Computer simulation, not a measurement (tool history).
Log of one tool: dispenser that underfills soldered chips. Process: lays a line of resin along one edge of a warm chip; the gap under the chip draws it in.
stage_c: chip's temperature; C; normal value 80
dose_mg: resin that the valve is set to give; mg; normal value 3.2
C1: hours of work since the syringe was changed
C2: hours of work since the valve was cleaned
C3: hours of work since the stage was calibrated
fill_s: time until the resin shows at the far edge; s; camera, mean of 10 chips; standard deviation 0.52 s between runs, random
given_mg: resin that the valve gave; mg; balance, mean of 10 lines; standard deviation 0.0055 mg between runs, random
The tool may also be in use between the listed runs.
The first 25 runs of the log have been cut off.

-- hour=208.9 new syringe of resin
run 26 hour=212 | stage_c=89 dose_mg=3.21 | C1=2 C2=47 C3=369 | fill_s=37.3 given_mg=3.13
-- hour=218.5 new syringe of resin
run 27 hour=220.5 | stage_c=89 dose_mg=3.21 | C1=1 C2=53 C3=375 | fill_s=35.1 given_mg=3.114
-- hour=227.4 new syringe of resin
run 28 hour=232.7 | stage_c=71 dose_mg=3.56 | C1=4 C2=61 C3=382 | fill_s=85.5 given_mg=3.444
-- hour=236.4 new syringe of resin
run 29 hour=239.6 | stage_c=71 dose_mg=3.56 | C1=2 C2=65 C3=387 | fill_s=76.6 given_mg=3.435
-- hour=245.6 dispensing valve cleaned and set on the balance
-- hour=246.4 new syringe of resin
run 30 hour=251.7 | stage_c=69 dose_mg=4.19 | C1=4 C2=4 C3=394 | fill_s=92 given_mg=4.187
-- hour=255.4 new syringe of resin
run 31 hour=261.2 | stage_c=79 dose_mg=3.03 | C1=4 C2=10 C3=400 | fill_s=64.3 given_mg=3.016
-- hour=264.9 new syringe of resin
run 32 hour=271.1 | stage_c=79 dose_mg=3.03 | C1=4 C2=16 C3=407 | fill_s=67.3 given_mg=3.017
-- hour=274.1 new syringe of resin
run 33 hour=277.9 | stage_c=78 dose_mg=3.11 | C1=3 C2=21 C3=411 | fill_s=59.6 given_mg=3.095
-- hour=283.2 new syringe of resin
run 34 hour=288.9 | stage_c=74 dose_mg=3.27 | C1=4 C2=28 C3=418 | fill_s=78.5 given_mg=3.234
-- hour=292.1 new syringe of resin
run 35 hour=295 | stage_c=74 dose_mg=3.27 | C1=2 C2=32 C3=422 | fill_s=66.3 given_mg=3.227

Predict each of these 3 candidate next runs independently; none follows another, all start after run 35:
-- hour=301.3 new syringe of resin
run A hour=306.4 | stage_c=92 dose_mg=2.93 | C1=3 C2=39 C3=430 | fill_s=? given_mg=?
-- hour=301.3 new syringe of resin
run B hour=306.4 | stage_c=85 dose_mg=3.33 | C1=3 C2=39 C3=430 | fill_s=? given_mg=?
-- hour=301.3 new syringe of resin
run C hour=306.4 | stage_c=87 dose_mg=3.32 | C1=3 C2=39 C3=430 | fill_s=? given_mg=?

run=A fill_s=38.4 given_mg=2.874
run=B fill_s=48.3 given_mg=3.286
run=C fill_s=44.4 given_mg=3.27
Take away the tool's hidden state, keep each run's random variation, and the runs would have read:
run=A fill_s=27.6 given_mg=2.924
run=B fill_s=34.6 given_mg=3.343
run=C fill_s=31.8 given_mg=3.326

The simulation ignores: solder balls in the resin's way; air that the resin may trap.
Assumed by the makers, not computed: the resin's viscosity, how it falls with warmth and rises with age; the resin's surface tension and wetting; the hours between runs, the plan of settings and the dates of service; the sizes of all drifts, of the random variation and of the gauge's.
